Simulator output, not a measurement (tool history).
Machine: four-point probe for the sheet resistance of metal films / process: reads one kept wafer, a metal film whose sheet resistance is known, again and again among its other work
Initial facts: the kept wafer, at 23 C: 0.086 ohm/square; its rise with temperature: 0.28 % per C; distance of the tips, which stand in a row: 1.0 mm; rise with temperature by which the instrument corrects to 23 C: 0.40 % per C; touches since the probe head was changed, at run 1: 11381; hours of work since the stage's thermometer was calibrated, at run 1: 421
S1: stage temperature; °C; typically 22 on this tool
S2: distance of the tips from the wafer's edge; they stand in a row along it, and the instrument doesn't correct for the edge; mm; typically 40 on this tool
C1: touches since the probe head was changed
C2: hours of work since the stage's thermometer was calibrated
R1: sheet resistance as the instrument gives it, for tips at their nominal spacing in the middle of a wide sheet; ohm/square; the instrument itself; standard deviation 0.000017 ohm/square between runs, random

{"run": 1, "hour": 0.0, "S1": 22, "S2": 40, "C1": 11381, "C2": 421, "R1": 0.086924}
{"run": 2, "hour": 68.9, "S1": 22, "S2": 16, "C1": 14830, "C2": 463, "R1": 0.087045}
{"run": 3, "hour": 106.1, "S1": 22, "S2": 14, "C1": 16691, "C2": 486, "R1": 0.087131}
{"run": 4, "hour": 185.4, "S1": 22, "S2": 14, "C1": 20662, "C2": 534, "R1": 0.087123}
{"run": 5, "hour": 269.9, "S1": 24, "S2": 14, "C1": 24888, "C2": 586, "R1": 0.086962}
{"run": 6, "hour": 316.0, "S1": 24, "S2": 14, "C1": 27194, "C2": 614, "R1": 0.086934}
{"run": 7, "hour": 355.9, "S1": 22, "S2": 40, "C1": 29196, "C2": 639, "R1": 0.08695}
{"run": 8, "hour": 401.7, "S1": 22, "S2": 40, "C1": 31486, "C2": 667, "R1": 0.086991}
{"run": 9, "hour": 479.0, "S1": 22, "S2": 40, "C1": 35353, "C2": 714, "R1": 0.087001}
{"run": 10, "hour": 520.7, "S1": 29, "S2": 40, "C1": 37439, "C2": 740, "R1": 0.086279}
{"run": 11, "hour": 591.3, "S1": 29, "S2": 40, "C1": 40977, "C2": 783, "R1": 0.086295}
{"run": 12, "hour": 632.1, "S1": 22, "S2": 40, "C1": 43017, "C2": 808, "R1": 0.086984}
{"run": 13, "hour": 687.5, "S1": 22, "S2": 40, "C1": 45791, "C2": 842, "R1": 0.087043}
{"run": 14, "hour": 747.1, "S1": 22, "S2": 40, "C1": 48771, "C2": 878, "R1": 0.08705}
{"run": 15, "hour": 792.1, "S1": 22, "S2": 5, "C1": 51026, "C2": 906, "R1": 0.088879}
{"run": 16, "hour": 839.7, "S1": 20, "S2": 3, "C1": 53406, "C2": 935, "R1": 0.092147}
{"run": 17, "hour": 913.3, "S1": 27, "S2": 36, "C1": 57091, "C2": 980, "R1": 0.08653}
{"run": 18, "hour": 959.2, "S1": 29, "S2": 40, "C1": 59391, "C2": 1008, "R1": 0.086328}
{"run": 19, "hour": 1045.2, "S1": 20, "S2": 62, "C1": 63694, "C2": 1061, "R1": 0.0873}
{"run": 20, "hour": 1084.2, "S1": 33, "S2": 36, "C1": 65644, "C2": 1085, "R1": 0.085984}
{"run": 21, "hour": 1151.0, "S1": 33, "S2": 36, "C1": 68988, "C2": 1126, "R1": 0.085961}
{"run": 22, "hour": 1189.7, "S1": 32, "S2": 3, "C1": 70923, "C2": 1149, "R1": 0.090889}
{"run": 23, "hour": 1242.8, "S1": 32, "S2": 10, "C1": 73583, "C2": 1182, "R1": 0.086482}
{"run": 24, "hour": 1325.1, "S1": 32, "S2": 10, "C1": 77704, "C2": 1232, "R1": 0.086524}
{"run": 25, "hour": 1388.0, "S1": 27, "S2": 40, "C1": 80849, "C2": 1271, "R1": 0.086636}
{"run": 26, "hour": 1466.1, "S1": 27, "S2": 40, "C1": 84758, "C2": 1318, "R1": 0.086638}
{"run": 27, "hour": 1501.6, "S1": 19, "S2": 45, "C1": 86535, "C2": 1340, "R1": 0.087533}
{"run": 28, "hour": 1586.7, "S1": 18, "S2": 17, "C1": 90794, "C2": 1392, "R1": 0.087767}
{"run": 29, "hour": 1634.4, "S1": 19, "S2": 19, "C1": 93183, "C2": 1422, "R1": 0.087625}

Results per run with the tool's hidden condition removed, run-to-run variation unchanged:
The hidden state here: inner tips' distance over the nominal, %; tips' flats over new ones', %; wafer's true temperature over the reading, C; drift of the gauge itself on sheet_ohm, %.
run=1 R1=0.086166
run=2 R1=0.086273
run=3 R1=0.086351
run=4 R1=0.086328
run=5 R1=0.086151
run=6 R1=0.086115
run=7 R1=0.086124
run=8 R1=0.086156
run=9 R1=0.086152
run=10 R1=0.085428
run=11 R1=0.085432
run=12 R1=0.086107
run=13 R1=0.086154
run=14 R1=0.086148
run=15 R1=0.087951
run=16 R1=0.091177
run=17 R1=0.085600
run=18 R1=0.085392
run=19 R1=0.086339
run=20 R1=0.085028
run=21 R1=0.084992
run=22 R1=0.089861
run=23 R1=0.085490
run=24 R1=0.085516
run=25 R1=0.085615
run=26 R1=0.085603
run=27 R1=0.086482
run=28 R1=0.086696
run=29 R1=0.086546
